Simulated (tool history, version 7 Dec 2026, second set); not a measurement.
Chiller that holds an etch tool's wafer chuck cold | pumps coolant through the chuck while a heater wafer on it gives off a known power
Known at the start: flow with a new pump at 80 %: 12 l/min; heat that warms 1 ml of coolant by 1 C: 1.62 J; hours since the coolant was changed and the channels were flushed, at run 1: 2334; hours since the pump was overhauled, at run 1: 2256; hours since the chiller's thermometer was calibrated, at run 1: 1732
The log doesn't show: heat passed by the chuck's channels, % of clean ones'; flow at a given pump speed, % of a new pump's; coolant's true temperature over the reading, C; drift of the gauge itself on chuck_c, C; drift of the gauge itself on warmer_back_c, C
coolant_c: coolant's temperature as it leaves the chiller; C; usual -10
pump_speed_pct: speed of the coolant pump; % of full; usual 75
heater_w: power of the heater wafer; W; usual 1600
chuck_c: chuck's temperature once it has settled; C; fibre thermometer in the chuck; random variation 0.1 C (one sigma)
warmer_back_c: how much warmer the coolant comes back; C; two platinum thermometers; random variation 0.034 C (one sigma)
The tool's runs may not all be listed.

run    hour  coolant_c  pump_speed_pct  heater_w  hours since the coolant was changed and the channels were flushed  hours since the pump was overhauled  hours since the chiller's thermometer was calibrated  chuck_c  warmer_back_c
  1     0.0        -10              75      1600                                                               2334                                 2256                                                  1732      6.4           5.58
  2    35.6        -10              75      1600                                                               2370                                 2291                                                  1768      6.4           5.53
  3    92.9        -10              75      1600                                                               2427                                 2349                                                  1825      6.4           5.53
  4   126.1        -10              75      1600                                                               2460                                 2382                                                  1858      6.5           5.50
  5   155.9        -19              75      1600                                                               2490                                 2412                                                  1888     -2.4           5.53
  6   187.2        -13              75      1600                                                               2521                                 2443                                                  1919      3.5           5.52
  7   231.4        -10              75      1600                                                               2566                                 2487                                                  1963      6.7           5.57
  8   277.3        -10              75      1600                                                               2612                                 2533                                                  2009      6.6           5.61
  9   305.3        -10              75      1600                                                               2640                                 2561                                                  2037      6.8           5.61
 10   344.4        -10              75      1600                                                               2679                                 2600                                                  2076      6.7           5.55
 11   372.0        -10              75      1600                                                               2706                                 2628                                                  2104      7.0           5.60
 12   426.0        -10              75      1165                                                               2760                                 2682                                                  2158      2.4           4.07
 13   466.3        -10              75      1600                                                               2801                                 2722                                                  2198      7.0           5.59
 14   500.0        -15              75      1600                                                               2834                                 2756                                                  2232      2.1           5.58
 15   530.2        -15              75      1600                                                               2864                                 2786                                                  2262      1.9           5.58
 16   561.4        -15              75      1600                                                               2896                                 2817                                                  2293      2.0           5.57
 17   592.9        -15              75      1600                                                               2927                                 2849                                                  2325      2.1           5.62
 18   617.5        -15              86      1600                                                               2952                                 2873                                                  2349      0.7           4.90
 19   670.5        -14              76       863                                                               3005                                 2926                                                  2402     -4.8           3.00
 20   707.9        -16              62      2262                                                               3042                                 2964                                                  2440     11.3           9.61
 21   749.7        -16              62      2262                                                               3084                                 3006                                                  2482     11.3           9.65
 22   778.3        -10              75      1586                                                               3113                                 3034                                                  2510      7.3           5.60
 23   808.9        -10              79      1600                                                               3143                                 3065                                                  2541      6.7           5.41
 24   840.9         -3              61      1928                                                               3175                                 3097                                                  2573     20.8           8.42
 25   892.5         -6              80      1503                                                               3227                                 3148                                                  2624      9.8           4.98
 26   946.3         -6              80      1503                                                               3281                                 3202                                                  2678      9.7           4.98
 27  1002.7         -6              80      1503                                                               3337                                 3259                                                  2735      9.7           5.01
 28  1036.6        -11              72      1013                                                               3371                                 3292                                                  2769      0.5           3.74
 29  1071.6        -11              72      1013                                                               3406                                 3328                                                  2804      0.6           3.71
 30  1101.5         -6              86      2087                                                               3436                                 3357                                                  2833     14.9           6.46
 31  1128.3        -12              86      1482                                                               3463                                 3384                                                  2860      3.1           4.58
 32  1183.6         -9              75      1600                                                               3518                                 3440                                                  2916      8.6           5.61
 33  1212.5         -1              65      1661                                                               3547                                 3468                                                  2944     19.2           6.78

Forecast each of these 3 alternatives for the next run:
  A  1238.5        -10              75       894                                                               3573                                 3494                                                  2970        ?              ?
  B  1238.5        -14              93      1840                                                               3573                                 3494                                                  2970        ?              ?
  C  1238.5        -14              96       878                                                               3573                                 3494                                                  2970        ?              ?

run  chuck_c  warmer_back_c
  A      0.1           3.14
  B      3.8           5.23
  C     -5.2           2.39
Without the tool's hidden state the same runs would have given:
run  chuck_c  warmer_back_c
  A     -2.1           2.92
  B      0.1           4.86
  C     -7.2           2.21
